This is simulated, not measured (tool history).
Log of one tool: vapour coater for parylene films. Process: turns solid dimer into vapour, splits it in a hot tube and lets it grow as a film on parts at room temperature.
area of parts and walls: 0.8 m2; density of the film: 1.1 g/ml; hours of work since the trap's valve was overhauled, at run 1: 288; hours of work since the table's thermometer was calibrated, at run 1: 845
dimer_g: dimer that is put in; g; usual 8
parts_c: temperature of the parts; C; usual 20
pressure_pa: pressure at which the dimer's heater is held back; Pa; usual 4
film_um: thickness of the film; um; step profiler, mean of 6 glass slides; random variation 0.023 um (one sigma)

run    hour  dimer_g  parts_c  pressure_pa  hours of work since the trap's valve was overhauled  hours of work since the table's thermometer was calibrated  film_um
  1       0        8       20            4                                                  288                                                         845     4.93
  2    67.4        8       20            4                                                  339                                                         896     4.91
      136.4  -- trap's valve overhauled
  3     153        8       20            4                                                   13                                                         957      4.9
  4   211.5        8       20            4                                                   57                                                        1002      4.9
  5   261.6        8       20            4                                                   95                                                        1040     4.89
  6   301.2        8       20            4                                                  125                                                        1070     4.88
  7   341.9        8       20            4                                                  156                                                        1100     4.88
  8   409.3        8       18            4                                                  206                                                        1151     5.26
  9   456.2        8       20         5.01                                                  242                                                        1187     4.74
 10   497.1        8       20         5.01                                                  273                                                        1218     4.77
 11   542.1        8       20            4                                                  307                                                        1252     4.92
 12   593.7        5       20            4                                                  346                                                        1291     3.08
      656.8  -- trap's valve overhauled
 13     678        8       20          3.5                                                   16                                                        1352     5.02
 14   723.1        8       20          3.5                                                   50                                                        1386     4.98
 15   796.4        8       20          3.5                                                  106                                                        1441     4.96
 16     850        8       20          3.5                                                  146                                                        1482     4.98
 17   902.5        7       20          3.5                                                  186                                                        1521     4.37
      927.1  -- table's thermometer calibrated
 18   971.6        7       20          3.5                                                  237                                                          34     4.34
 19  1046.8        7       20          3.5                                                  294                                                          91     4.35
 20  1118.5        7       20         5.54                                                  349                                                         145     4.12
     1174.4  -- trap's valve overhauled
 21  1181.5        7       20         5.54                                                    5                                                         189     4.14
 22    1220        7       20         5.54                                                   35                                                         219     4.12
 23  1261.2        7       20          2.7                                                   66                                                         250     4.51
 24  1346.2       11       20            4                                                  130                                                         314     6.74
 25  1402.1        8       25         3.14                                                  172                                                         356     4.04
 26  1469.7       12       31         3.14                                                  223                                                         407     4.76

The next listed run, before its measurement:
 27  1528       12       31         3.14                                                  268                                                         452        ?

{"run 27": {"film_um": 4.74}}
Without the tool's hidden state the same run would have given film_um 4.75 um.

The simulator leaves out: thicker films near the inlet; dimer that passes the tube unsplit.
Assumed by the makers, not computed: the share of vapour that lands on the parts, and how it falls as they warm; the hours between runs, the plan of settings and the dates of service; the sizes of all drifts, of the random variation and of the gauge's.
